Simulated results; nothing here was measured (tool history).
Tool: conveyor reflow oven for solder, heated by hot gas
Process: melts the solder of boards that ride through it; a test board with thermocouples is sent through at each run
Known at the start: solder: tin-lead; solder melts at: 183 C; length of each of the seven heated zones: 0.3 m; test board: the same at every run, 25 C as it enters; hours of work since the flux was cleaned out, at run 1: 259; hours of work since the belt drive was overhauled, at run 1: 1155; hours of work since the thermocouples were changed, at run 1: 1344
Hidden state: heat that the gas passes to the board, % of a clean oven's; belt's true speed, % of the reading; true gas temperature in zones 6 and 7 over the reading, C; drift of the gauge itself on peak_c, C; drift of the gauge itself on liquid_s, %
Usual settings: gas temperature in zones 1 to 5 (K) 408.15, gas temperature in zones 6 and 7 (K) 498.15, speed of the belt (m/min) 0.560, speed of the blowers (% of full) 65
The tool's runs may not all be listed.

run	hour	gas temperature in zones 1 to 5 (K)	gas temperature in zones 6 and 7 (K)	speed of the belt (m/min)	speed of the blowers (% of full)	hours of work since the flux was cleaned out	hours of work since the belt drive was overhauled	hours of work since the thermocouples were changed	highest temperature of the board (K)	time above the solder's melting point (s)
1	0.0	408.15	498.15	0.560	65	259	1155	1344	479.45	39.8
# hour 9.4: flux residue cleaned out of gas plates and filters
# hour 45.2: thermocouples of zones 6 and 7 changed
2	56.6	408.15	498.15	0.560	65	30	1189	8	483.55	43.4
3	80.8	408.15	498.15	0.560	65	47	1205	24	483.75	43.6
4	109.5	408.15	498.15	0.560	65	66	1224	43	483.25	43.6
5	150.7	407.15	498.15	0.560	65	94	1252	71	482.75	42.7
6	194.5	407.15	498.15	0.560	65	124	1282	101	482.45	42.7
# hour 201.2: belt drive overhauled, speed set with a stopwatch
7	241.1	408.15	498.15	0.560	65	152	27	130	483.05	43.7
8	272.3	408.15	498.15	0.560	65	173	48	151	482.55	43.4
# hour 308.1: belt drive overhauled, speed set with a stopwatch, once more
9	320.9	397.15	498.15	0.560	65	204	9	181	479.25	35.5
10	344.4	408.15	504.15	0.560	65	219	24	197	486.75	44.3
11	380.2	408.15	504.15	0.560	65	244	49	221	485.95	44.1
# hour 414.6: flux residue cleaned out of gas plates and filters
12	432.4	413.15	503.15	0.543	52	12	81	253	484.45	45.6
13	462.7	413.15	503.15	0.543	52	32	101	273	483.95	45.2
14	500.5	408.15	498.15	0.488	89	58	126	299	489.25	56.3
15	524.2	395.15	498.15	0.560	65	74	142	315	479.65	36.1
16	566.8	395.15	498.15	0.560	65	103	171	343	479.45	35.4
17	592.5	395.15	498.15	0.560	65	120	189	361	479.75	35.6
18	622.5	408.15	498.15	0.560	73	140	209	381	483.25	42.7
19	662.1	402.15	511.15	0.560	76	167	236	408	494.15	48.5
20	707.4	408.15	498.15	0.560	87	198	266	438	485.95	45.6
21	752.8	397.15	509.15	0.586	68	228	297	469	487.55	40.6
22	794.5	408.15	502.15	0.560	61	256	325	497	483.05	42.2

Forecast each of these 3 alternatives for the next run:
# hour 810.5: flux residue cleaned out of gas plates and filters
A	832.1	416.15	498.15	0.560	65	15	347	519	?	?
# hour 810.5: flux residue cleaned out of gas plates and filters
B	832.1	408.15	502.15	0.598	57	15	347	519	?	?
# hour 810.5: flux residue cleaned out of gas plates and filters
C	832.1	408.15	495.15	0.461	61	15	347	519	?	?

run	highest temperature of the board (K)	time above the solder's melting point (s)
A	483.35	45.0
B	480.85	36.4
C	483.25	53.7
Without the tool's hidden state the same runs would have given:
run	highest temperature of the board (K)	time above the solder's melting point (s)
A	484.25	45.3
B	481.65	36.7
C	484.25	54.1
